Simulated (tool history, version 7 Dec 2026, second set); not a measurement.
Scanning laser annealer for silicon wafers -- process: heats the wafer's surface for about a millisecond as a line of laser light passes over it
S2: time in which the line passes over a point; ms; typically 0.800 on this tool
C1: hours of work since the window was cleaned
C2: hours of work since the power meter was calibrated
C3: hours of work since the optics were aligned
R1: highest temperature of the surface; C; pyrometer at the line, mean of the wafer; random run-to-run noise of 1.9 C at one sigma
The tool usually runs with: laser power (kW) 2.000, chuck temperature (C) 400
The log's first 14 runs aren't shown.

run 15 hour=170.7 | laser_power_(kW)=2.000 S2=0.800 chuck_temperature_(C)=400 | C1=221 C2=545 C3=304 | R1=1127
run 16 hour=184.5 | laser_power_(kW)=2.000 S2=0.800 chuck_temperature_(C)=409 | C1=232 C2=555 C3=314 | R1=1132
run 17 hour=192.2 | laser_power_(kW)=2.000 S2=0.800 chuck_temperature_(C)=400 | C1=237 C2=561 C3=320 | R1=1122
run 18 hour=207.9 | laser_power_(kW)=2.017 S2=0.800 chuck_temperature_(C)=400 | C1=249 C2=573 C3=332 | R1=1130
run 19 hour=222.2 | laser_power_(kW)=2.000 S2=0.800 chuck_temperature_(C)=388 | C1=260 C2=583 C3=342 | R1=1112
run 20 hour=232.3 | laser_power_(kW)=2.000 S2=0.800 chuck_temperature_(C)=388 | C1=267 C2=591 C3=350 | R1=1107
run 21 hour=242.5 | laser_power_(kW)=1.765 S2=0.881 chuck_temperature_(C)=387 | C1=275 C2=599 C3=358 | R1=1040
run 22 hour=250.5 | laser_power_(kW)=1.908 S2=0.731 chuck_temperature_(C)=400 | C1=281 C2=605 C3=364 | R1=1053
run 23 hour=266.2 | laser_power_(kW)=1.908 S2=0.811 chuck_temperature_(C)=424 | C1=293 C2=616 C3=375 | R1=1110
run 24 hour=277.8 | laser_power_(kW)=1.908 S2=0.811 chuck_temperature_(C)=424 | C1=301 C2=625 C3=384 | R1=1113
run 25 hour=290.5 | laser_power_(kW)=1.725 S2=0.730 chuck_temperature_(C)=434 | C1=311 C2=634 C3=394 | R1=1007
run 26 hour=301.0 | laser_power_(kW)=1.725 S2=0.730 chuck_temperature_(C)=424 | C1=319 C2=642 C3=401 | R1=1002
run 27 hour=312.3 | laser_power_(kW)=1.738 S2=0.599 chuck_temperature_(C)=424 | C1=327 C2=651 C3=410 | R1=953
run 28 hour=319.3 | laser_power_(kW)=1.846 S2=0.760 chuck_temperature_(C)=400 | C1=333 C2=656 C3=415 | R1=1036
run 29 hour=331.3 | laser_power_(kW)=1.846 S2=0.760 chuck_temperature_(C)=400 | C1=342 C2=665 C3=424 | R1=1036
run 30 hour=342.3 | laser_power_(kW)=1.744 S2=0.757 chuck_temperature_(C)=380 | C1=350 C2=673 C3=432 | R1=973
run 31 hour=356.0 | laser_power_(kW)=1.720 S2=0.712 chuck_temperature_(C)=378 | C1=360 C2=684 C3=443 | R1=945
run 32 hour=362.8 | laser_power_(kW)=1.720 S2=0.712 chuck_temperature_(C)=378 | C1=365 C2=689 C3=448 | R1=947
run 33 hour=373.8 | laser_power_(kW)=1.734 S2=0.651 chuck_temperature_(C)=409 | C1=373 C2=697 C3=456 | R1=955
run 34 hour=389.1 | laser_power_(kW)=1.926 S2=0.654 chuck_temperature_(C)=381 | C1=385 C2=708 C3=467 | R1=1002
run 35 hour=398.4 | laser_power_(kW)=1.941 S2=0.740 chuck_temperature_(C)=400 | C1=392 C2=715 C3=474 | R1=1066
run 36 hour=408.1 | laser_power_(kW)=1.823 S2=0.740 chuck_temperature_(C)=362 | C1=399 C2=723 C3=482 | R1=981
run 37 hour=423.8 | laser_power_(kW)=2.000 S2=0.625 chuck_temperature_(C)=397 | C1=411 C2=734 C3=493 | R1=1029

What does the tool deliver on the next run?
run 38 hour=431.1 | laser_power_(kW)=2.092 S2=0.800 chuck_temperature_(C)=373 | C1=416 C2=740 C3=499 | R1=?

Run 38 yielded R1 1128 C.
With the hidden condition absent and the run-to-run variation left alone, this run would have shown R1 1151 C.

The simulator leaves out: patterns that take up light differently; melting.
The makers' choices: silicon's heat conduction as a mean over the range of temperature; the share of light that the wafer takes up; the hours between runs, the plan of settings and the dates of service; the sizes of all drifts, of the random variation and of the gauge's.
